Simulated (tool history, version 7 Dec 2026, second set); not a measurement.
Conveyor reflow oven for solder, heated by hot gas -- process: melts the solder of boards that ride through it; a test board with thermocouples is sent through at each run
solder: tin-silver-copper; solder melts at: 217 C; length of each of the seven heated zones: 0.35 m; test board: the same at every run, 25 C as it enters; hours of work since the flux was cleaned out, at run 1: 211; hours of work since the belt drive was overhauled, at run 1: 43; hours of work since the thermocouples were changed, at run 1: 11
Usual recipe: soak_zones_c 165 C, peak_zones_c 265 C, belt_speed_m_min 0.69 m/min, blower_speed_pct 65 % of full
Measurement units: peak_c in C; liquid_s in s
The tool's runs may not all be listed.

run	hour	soak_zones_c	peak_zones_c	belt_speed_m_min	blower_speed_pct	hours of work since the flux was cleaned out	hours of work since the belt drive was overhauled	hours of work since the thermocouples were changed	peak_c	liquid_s
1	0	165	265	0.69	65	211	43	11	246.3	38.9
# hour 94.7: flux residue cleaned out of gas plates and filters
2	98.8	165	265	0.69	65	3	111	79	244.2	37.2
3	142.6	165	265	0.69	65	35	143	111	244.2	36.9
4	206.6	165	265	0.69	65	81	189	157	243.4	36.4
5	274.1	165	265	0.69	65	130	238	206	242.8	36.1
# hour 297.7: flux residue cleaned out of gas plates and filters, once more
6	339.2	165	265	0.745	65	30	281	250	244.7	35.3
7	389.6	165	265	0.745	65	67	318	286	244.5	34.8
8	481	165	265	0.745	65	133	384	352	243.7	34.5
9	573.6	165	265	0.745	65	200	451	419	242.8	34
10	647.9	165	265	0.745	65	254	505	473	242.6	33.1
# hour 681.4: flux residue cleaned out of gas plates and filters
# hour 726.1: thermocouples of zones 6 and 7 changed
11	742.8	165	265	0.645	65	43	568	12	250.1	46.1
12	812.3	165	265	0.69	65	93	619	62	247.4	40.7
13	855.6	165	265	0.69	65	125	650	94	247.2	40.4
14	897.1	165	265	0.69	65	155	680	124	246.8	40.6
15	985.5	165	265	0.69	65	219	744	188	246.7	40
16	1045.1	150	270	0.69	65	262	787	231	247.4	37.3
# hour 1066.4: flux residue cleaned out of gas plates and filters
17	1130.2	150	270	0.69	65	46	845	289	249.5	39.1
18	1197	157	266	0.812	65	95	894	337	240.5	27.7
19	1289.1	173	265	0.769	85	161	960	404	250.4	40.9
# hour 1384.7: belt drive overhauled, speed set with a stopwatch
20	1384.7	165	277	0.61	65	228	0	470	259.9	53.5
21	1436.6	165	265	0.743	60	265	38	508	240.5	30.7
# hour 1457.8: flux residue cleaned out of gas plates and filters
# hour 1469: thermocouples of zones 6 and 7 changed
22	1505.6	165	265	0.749	60	33	82	26	242.8	33.1
23	1581.5	165	265	0.749	60	88	137	81	242.5	32.5
24	1660.6	161	265	0.749	60	145	195	139	240.9	30.6
25	1745.3	161	265	0.749	90	207	256	200	250.2	38.4
# hour 1846.4: flux residue cleaned out of gas plates and filters
26	1847.6	167	265	0.62	90	1	326	270	257.2	54.6
27	1914.8	167	273	0.62	86	50	375	319	264.2	57
28	1994.1	177	253	0.69	65	107	433	377	239.1	37.9
29	2089.2	166	253	0.707	65	176	501	445	236	30.5
30	2154.6	165	280	0.587	56	223	549	493	262.1	57.6

What differs in the tool's unlogged condition from the final listed run ahead of each entry between runs to the first listed run following it?
Runs 1 to 2: flux residue cleaned out of gas plates and filters (hour 94.7)
  heat that the gas passes to the board, % of a clean oven's: 93.3 -> 86; belt's true speed, % of the reading: 99.78 -> 99.59; true gas temperature in zones 6 and 7 over the reading, C: 0.17 -> 0.03
  measured less the result without the state, peak_c: -1.5 -> -3.6 C; liquid_s: -1.3 -> -3.2 s
Runs 5 to 6: flux residue cleaned out of gas plates and filters, once more (hour 297.7)
  heat that the gas passes to the board, % of a clean oven's: 82.6 -> 98.4; belt's true speed, % of the reading: 99.2 -> 99.09; true gas temperature in zones 6 and 7 over the reading, C: -0.22 -> -0.31
  measured less the result without the state, peak_c: -4.8 -> -0.4 C; liquid_s: -4.2 -> +0 s
Runs 10 to 11: flux residue cleaned out of gas plates and filters (hour 681.4); thermocouples of zones 6 and 7 changed (hour 726.1)
  heat that the gas passes to the board, % of a clean oven's: 91.2 -> 97.8; belt's true speed, % of the reading: 98.44 -> 98.26; true gas temperature in zones 6 and 7 over the reading, C: -0.74 -> 0.15
  measured less the result without the state, peak_c: -2.5 -> +0.2 C; liquid_s: -1.6 -> +0.9 s
Runs 16 to 17: flux residue cleaned out of gas plates and filters (hour 1066.4)
  heat that the gas passes to the board, % of a clean oven's: 90.7 -> 97.7; belt's true speed, % of the reading: 97.62 -> 97.46; true gas temperature in zones 6 and 7 over the reading, C: -0.28 -> -0.39
  measured less the result without the state, peak_c: -2 -> +0 C; liquid_s: -0.8 -> +1.1 s
Runs 19 to 20: belt drive overhauled, speed set with a stopwatch (hour 1384.7)
  heat that the gas passes to the board, % of a clean oven's: 94 -> 92.1; belt's true speed, % of the reading: 97.14 -> 99.76; true gas temperature in zones 6 and 7 over the reading, C: -0.62 -> -0.75
  measured less the result without the state, peak_c: -1.4 -> -2.5 C; liquid_s: +0.3 -> -1.4 s
Runs 21 to 22: flux residue cleaned out of gas plates and filters (hour 1457.8); thermocouples of zones 6 and 7 changed (hour 1469)
  heat that the gas passes to the board, % of a clean oven's: 91 -> 97.8; belt's true speed, % of the reading: 99.65 -> 99.52; true gas temperature in zones 6 and 7 over the reading, C: -0.82 -> 0.58
  measured less the result without the state, peak_c: -3 -> +0.1 C; liquid_s: -2.7 -> +0.2 s
Runs 25 to 26: flux residue cleaned out of gas plates and filters (hour 1846.4)
  heat that the gas passes to the board, % of a clean oven's: 92.5 -> 99.5; belt's true speed, % of the reading: 99.03 -> 98.83; true gas temperature in zones 6 and 7 over the reading, C: 0.25 -> 0.12
  measured less the result without the state, peak_c: -1.8 -> +0.2 C; liquid_s: -1 -> +0.8 s

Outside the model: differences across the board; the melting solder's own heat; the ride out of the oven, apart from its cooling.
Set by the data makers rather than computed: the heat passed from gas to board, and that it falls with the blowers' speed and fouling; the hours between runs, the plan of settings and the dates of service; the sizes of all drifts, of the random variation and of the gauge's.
